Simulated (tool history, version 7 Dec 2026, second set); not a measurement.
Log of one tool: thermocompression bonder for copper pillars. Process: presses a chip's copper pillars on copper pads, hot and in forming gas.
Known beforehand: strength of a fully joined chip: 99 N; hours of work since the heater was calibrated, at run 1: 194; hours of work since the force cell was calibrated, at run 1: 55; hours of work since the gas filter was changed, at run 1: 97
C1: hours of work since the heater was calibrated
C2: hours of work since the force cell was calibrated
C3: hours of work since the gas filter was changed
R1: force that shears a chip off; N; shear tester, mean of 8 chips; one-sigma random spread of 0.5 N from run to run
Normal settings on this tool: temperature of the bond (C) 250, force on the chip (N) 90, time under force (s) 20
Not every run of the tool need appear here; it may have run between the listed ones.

Run 1, day 0.000: usual settings; C1 194; C2 55; C3 97. Result: R1 71.7 N.
Run 2, day 0.517: usual settings; C1 202; C2 64; C3 106. Result: R1 70.9 N.
Run 3, day 0.796: usual settings; C1 207; C2 69; C3 111. Result: R1 72.0 N.
Run 4, day 1.217: usual settings; C1 215; C2 76; C3 118. Result: R1 71.8 N.
Run 5, day 1.658: usual settings; C1 222; C2 83; C3 126. Result: R1 71.8 N.
Run 6, day 2.150: usual settings; C1 231; C2 92; C3 134. Result: R1 71.8 N.
Run 7, day 2.642: usual settings; C1 239; C2 100; C3 143. Result: R1 71.9 N.
Run 8, day 2.988: usual settings; C1 245; C2 106; C3 149. Result: R1 70.9 N.
Run 9, day 3.508: usual settings; C1 254; C2 115; C3 158. Result: R1 70.8 N.
Run 10, day 3.788: usual settings; C1 259; C2 120; C3 162. Result: R1 71.2 N.
Run 11, day 4.200: usual settings; C1 266; C2 127; C3 170. Result: R1 71.0 N.
Run 12, day 4.562: usual settings; C1 272; C2 134; C3 176. Result: R1 71.7 N.
Run 13, day 4.946: usual settings but force on the chip (N) 118; C1 279; C2 140; C3 182. Result: R1 81.6 N.
Run 14, day 5.408: usual settings but time under force (s) 49; C1 287; C2 148; C3 190. Result: R1 85.0 N.
Run 15, day 5.771: usual settings but time under force (s) 49; C1 293; C2 154; C3 197. Result: R1 85.7 N.
Run 16, day 6.029: usual settings but time under force (s) 49; C1 298; C2 159; C3 201. Result: R1 85.6 N.
Run 17, day 6.504: usual settings but time under force (s) 49; C1 306; C2 167; C3 209. Result: R1 84.7 N.
Run 18, day 6.846: usual settings but time under force (s) 49; C1 312; C2 173; C3 215. Result: R1 85.7 N.
Run 19, day 7.246: usual settings but time under force (s) 49; C1 319; C2 180; C3 222. Result: R1 85.3 N.
Run 20, day 7.662: usual settings but time under force (s) 49; C1 326; C2 187; C3 229. Result: R1 84.7 N.
Run 21, day 8.162: usual settings but temperature of the bond (C) 278, force on the chip (N) 70, time under force (s) 10; C1 334; C2 196; C3 238. Result: R1 68.8 N.
Run 22, day 8.679: usual settings but temperature of the bond (C) 260, force on the chip (N) 82, time under force (s) 10; C1 343; C2 205; C3 247. Result: R1 62.0 N.
Run 23, day 9.200: usual settings but temperature of the bond (C) 274, time under force (s) 37; C1 352; C2 214; C3 256. Result: R1 93.9 N.
Run 24, day 9.688: usual settings but temperature of the bond (C) 274, time under force (s) 37; C1 361; C2 222; C3 264. Result: R1 93.8 N.
Run 25, day 9.946: usual settings but time under force (s) 27; C1 365; C2 227; C3 269. Result: R1 76.3 N.
Run 26, day 10.183: usual settings but time under force (s) 27; C1 369; C2 231; C3 273. Result: R1 77.2 N.
Run 27, day 10.592: usual settings but force on the chip (N) 110; C1 376; C2 238; C3 280. Result: R1 80.0 N.
Run 28, day 11.096: usual settings but force on the chip (N) 110; C1 385; C2 246; C3 289. Result: R1 79.9 N.
Run 29, day 11.346: usual settings but force on the chip (N) 110, time under force (s) 17; C1 389; C2 251; C3 293. Result: R1 77.9 N.
Run 30, day 11.862: usual settings but force on the chip (N) 110, time under force (s) 17; C1 398; C2 260; C3 302. Result: R1 76.7 N.
Run 31, day 12.312: usual settings but force on the chip (N) 110, time under force (s) 17; C1 406; C2 267; C3 310. Result: R1 78.0 N.
Run 32, day 12.738: usual settings but temperature of the bond (C) 243, force on the chip (N) 87; C1 413; C2 275; C3 317. Result: R1 63.6 N.
Run 33, day 13.196: usual settings but force on the chip (N) 113, time under force (s) 53; C1 421; C2 283; C3 325. Result: R1 92.2 N.
Run 34, day 13.733: usual settings but temperature of the bond (C) 278, force on the chip (N) 57, time under force (s) 53; C1 431; C2 292; C3 334. Result: R1 86.8 N.
Run 35, day 14.250: usual settings but temperature of the bond (C) 278, force on the chip (N) 104, time under force (s) 39; C1 440; C2 301; C3 343. Result: R1 95.9 N.
Run 36, day 14.508: usual settings but temperature of the bond (C) 257, force on the chip (N) 67, time under force (s) 59; C1 444; C2 305; C3 348. Result: R1 82.4 N.
Run 37, day 14.912: usual settings but temperature of the bond (C) 257, force on the chip (N) 67, time under force (s) 59; C1 451; C2 312; C3 355. Result: R1 82.7 N.
Run 38, day 15.433: usual settings but temperature of the bond (C) 257, force on the chip (N) 67, time under force (s) 59; C1 460; C2 321; C3 364. Result: R1 81.3 N.
Run 39, day 15.700: usual settings but temperature of the bond (C) 257, force on the chip (N) 128, time under force (s) 59; C1 465; C2 326; C3 368. Result: R1 96.4 N.
Run 40, day 16.004: usual settings but force on the chip (N) 98, time under force (s) 12; C1 470; C2 331; C3 373. Result: R1 67.1 N.

What if the next run were any one of these 4? Each begins from the tool's condition after run 40:
Run A, day 16.571: usual settings but force on the chip (N) 114, time under force (s) 34; C1 480; C2 341; C3 383. Result: R1 ?.
Run B, day 16.571: usual settings but force on the chip (N) 121; C1 480; C2 341; C3 383. Result: R1 ?.
Run C, day 16.571: usual settings but temperature of the bond (C) 261, time under force (s) 10; C1 480; C2 341; C3 383. Result: R1 ?.
Run D, day 16.571: usual settings but temperature of the bond (C) 278, force on the chip (N) 128, time under force (s) 28; C1 480; C2 341; C3 383. Result: R1 ?.

run    R1
  A  89.1
  B  84.0
  C  68.1
  D  96.8
Without the tool's hidden state the same runs would have given:
run    R1
  A  89.2
  B  84.2
  C  68.2
  D  96.9

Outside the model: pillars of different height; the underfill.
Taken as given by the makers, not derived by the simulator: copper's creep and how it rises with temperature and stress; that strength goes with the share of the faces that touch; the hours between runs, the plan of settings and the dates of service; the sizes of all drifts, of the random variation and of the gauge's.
